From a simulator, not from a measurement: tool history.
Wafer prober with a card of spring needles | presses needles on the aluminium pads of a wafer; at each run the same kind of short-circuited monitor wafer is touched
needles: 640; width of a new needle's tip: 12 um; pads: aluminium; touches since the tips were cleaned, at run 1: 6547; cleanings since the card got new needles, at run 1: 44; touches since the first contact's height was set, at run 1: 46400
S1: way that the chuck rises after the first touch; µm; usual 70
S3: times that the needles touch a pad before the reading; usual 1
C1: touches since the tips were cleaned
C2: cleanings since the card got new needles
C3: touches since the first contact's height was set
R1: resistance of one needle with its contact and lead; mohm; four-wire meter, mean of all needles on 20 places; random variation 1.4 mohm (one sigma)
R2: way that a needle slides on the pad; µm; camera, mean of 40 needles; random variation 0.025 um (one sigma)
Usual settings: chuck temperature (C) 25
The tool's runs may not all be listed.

{"run": 1, "day": 0.0, "S1": 70, "chuck temperature (C)": 25, "S3": 1, "C1": 6547, "C2": 44, "C3": 46400, "R1": 117, "R2": 14.92}
{"day": 0.479, "done": "tips cleaned on abrasive film"}
{"run": 2, "day": 1.879, "S1": 70, "chuck temperature (C)": 25, "S3": 1, "C1": 6314, "C2": 45, "C3": 54858, "R1": 117, "R2": 14.91}
{"day": 2.442, "done": "tips cleaned on abrasive film"}
{"run": 3, "day": 3.288, "S1": 70, "chuck temperature (C)": 25, "S3": 1, "C1": 3822, "C2": 46, "C3": 61206, "R1": 121, "R2": 14.94}
{"day": 4.304, "done": "tips cleaned on abrasive film"}
{"run": 4, "day": 4.775, "S1": 61, "chuck temperature (C)": 25, "S3": 1, "C1": 2129, "C2": 47, "C3": 67896, "R1": 119, "R2": 13.03}
{"run": 5, "day": 5.917, "S1": 61, "chuck temperature (C)": 25, "S3": 1, "C1": 7289, "C2": 47, "C3": 73056, "R1": 121, "R2": 12.98}
{"day": 6.154, "done": "tips cleaned on abrasive film"}
{"day": 8.067, "done": "tips cleaned on abrasive film"}
{"run": 6, "day": 8.258, "S1": 61, "chuck temperature (C)": 25, "S3": 1, "C1": 871, "C2": 49, "C3": 83583, "R1": 120, "R2": 13.07}
{"day": 9.846, "done": "tips cleaned on abrasive film"}
{"run": 7, "day": 10.775, "S1": 59, "chuck temperature (C)": 25, "S3": 1, "C1": 4198, "C2": 50, "C3": 94921, "R1": 119, "R2": 12.61}
{"day": 11.696, "done": "tips cleaned on abrasive film"}
{"run": 8, "day": 11.925, "S1": 59, "chuck temperature (C)": 25, "S3": 1, "C1": 1024, "C2": 51, "C3": 100088, "R1": 120, "R2": 12.64}
{"run": 9, "day": 13.083, "S1": 59, "chuck temperature (C)": 25, "S3": 1, "C1": 6249, "C2": 51, "C3": 105313, "R1": 121, "R2": 12.63}
{"day": 13.475, "done": "tips cleaned on abrasive film"}
{"run": 10, "day": 14.367, "S1": 70, "chuck temperature (C)": 25, "S3": 1, "C1": 4031, "C2": 52, "C3": 111092, "R1": 117, "R2": 15.04}
{"day": 15.279, "done": "tips cleaned on abrasive film"}
{"run": 11, "day": 16.442, "S1": 70, "chuck temperature (C)": 25, "S3": 1, "C1": 5250, "C2": 53, "C3": 120438, "R1": 119, "R2": 15}
{"day": 17.162, "done": "tips cleaned on abrasive film"}
{"run": 12, "day": 18.904, "S1": 70, "chuck temperature (C)": 25, "S3": 1, "C1": 7875, "C2": 54, "C3": 131542, "R1": 117, "R2": 15.01}
{"day": 19.033, "done": "tips cleaned on abrasive film"}
{"run": 13, "day": 19.983, "S1": 70, "chuck temperature (C)": 25, "S3": 3, "C1": 4281, "C2": 55, "C3": 136387, "R1": 119, "R2": 15.03}
{"day": 20.892, "done": "tips cleaned on abrasive film"}
{"run": 14, "day": 22.392, "S1": 70, "chuck temperature (C)": 25, "S3": 2, "C1": 6774, "C2": 56, "C3": 147243, "R1": 120, "R2": 15.05}
{"day": 22.688, "done": "tips cleaned on abrasive film"}
{"run": 15, "day": 23.804, "S1": 70, "chuck temperature (C)": 25, "S3": 2, "C1": 5030, "C2": 57, "C3": 153585, "R1": 118, "R2": 15.04}
{"day": 24.496, "done": "tips cleaned on abrasive film"}
{"run": 16, "day": 24.996, "S1": 70, "chuck temperature (C)": 25, "S3": 1, "C1": 2253, "C2": 58, "C3": 158946, "R1": 119, "R2": 15.08}
{"day": 26.271, "done": "tips cleaned on abrasive film"}
{"run": 17, "day": 27.492, "S1": 70, "chuck temperature (C)": 25, "S3": 1, "C1": 5498, "C2": 59, "C3": 170194, "R1": 121, "R2": 15.14}
{"day": 28.046, "done": "tips cleaned on abrasive film"}
{"run": 18, "day": 29.733, "S1": 70, "chuck temperature (C)": 25, "S3": 1, "C1": 7632, "C2": 60, "C3": 180304, "R1": 120, "R2": 15.09}
{"day": 29.912, "done": "tips cleaned on abrasive film"}
{"day": 30.308, "done": "height of the first contact set anew"}
{"day": 31.696, "done": "tips cleaned on abrasive film"}
{"run": 19, "day": 31.858, "S1": 62, "chuck temperature (C)": 25, "S3": 2, "C1": 737, "C2": 62, "C3": 6993, "R1": 119, "R2": 13.41}
{"run": 20, "day": 33.367, "S1": 82, "chuck temperature (C)": 111, "S3": 3, "C1": 7538, "C2": 62, "C3": 13794, "R1": 128, "R2": 17.72}
{"day": 33.6, "done": "tips cleaned on abrasive film"}
{"day": 35.488, "done": "tips cleaned on abrasive film"}
{"run": 21, "day": 35.571, "S1": 82, "chuck temperature (C)": 111, "S3": 3, "C1": 389, "C2": 64, "C3": 23712, "R1": 127, "R2": 17.75}
{"run": 22, "day": 36.725, "S1": 82, "chuck temperature (C)": 111, "S3": 1, "C1": 5598, "C2": 64, "C3": 28921, "R1": 130, "R2": 17.72}
{"day": 37.462, "done": "tips cleaned on abrasive film"}
{"run": 23, "day": 37.783, "S1": 76, "chuck temperature (C)": 25, "S3": 1, "C1": 1435, "C2": 65, "C3": 33661, "R1": 120, "R2": 16.46}
{"day": 39.329, "done": "tips cleaned on abrasive film"}
{"run": 24, "day": 40.125, "S1": 56, "chuck temperature (C)": 35, "S3": 2, "C1": 3584, "C2": 66, "C3": 44219, "R1": 125, "R2": 12.16}
{"day": 41.217, "done": "tips cleaned on abrasive film"}
{"run": 25, "day": 41.908, "S1": 84, "chuck temperature (C)": 85, "S3": 1, "C1": 3113, "C2": 67, "C3": 52248, "R1": 124, "R2": 18.19}
{"day": 43.038, "done": "tips cleaned on abrasive film"}
{"run": 26, "day": 43.188, "S1": 88, "chuck temperature (C)": 39, "S3": 1, "C1": 678, "C2": 68, "C3": 58006, "R1": 117, "R2": 19.07}
{"run": 27, "day": 44.575, "S1": 88, "chuck temperature (C)": 42, "S3": 1, "C1": 6932, "C2": 68, "C3": 64260, "R1": 119, "R2": 19.06}
{"day": 44.904, "done": "tips cleaned on abrasive film"}
{"run": 28, "day": 46.521, "S1": 88, "chuck temperature (C)": 42, "S3": 1, "C1": 7296, "C2": 69, "C3": 73026, "R1": 119, "R2": 19.09}
{"day": 46.738, "done": "tips cleaned on abrasive film"}
{"day": 48.542, "done": "tips cleaned on abrasive film"}
{"run": 29, "day": 48.708, "S1": 70, "chuck temperature (C)": 25, "S3": 1, "C1": 756, "C2": 71, "C3": 82868, "R1": 118, "R2": 15.22}

Forecast run 30:
{"day": 50.433, "done": "tips cleaned on abrasive film"}
{"run": 30, "day": 50.917, "S1": 70, "chuck temperature (C)": 25, "S3": 1, "C1": 2175, "C2": 72, "C3": 92812, "R1": "?", "R2": "?"}

R1: 116 mohm
R2: 15.22 µm
Without the tool's hidden state the same run would have given R1 116 mohm, R2 14.9 µm.
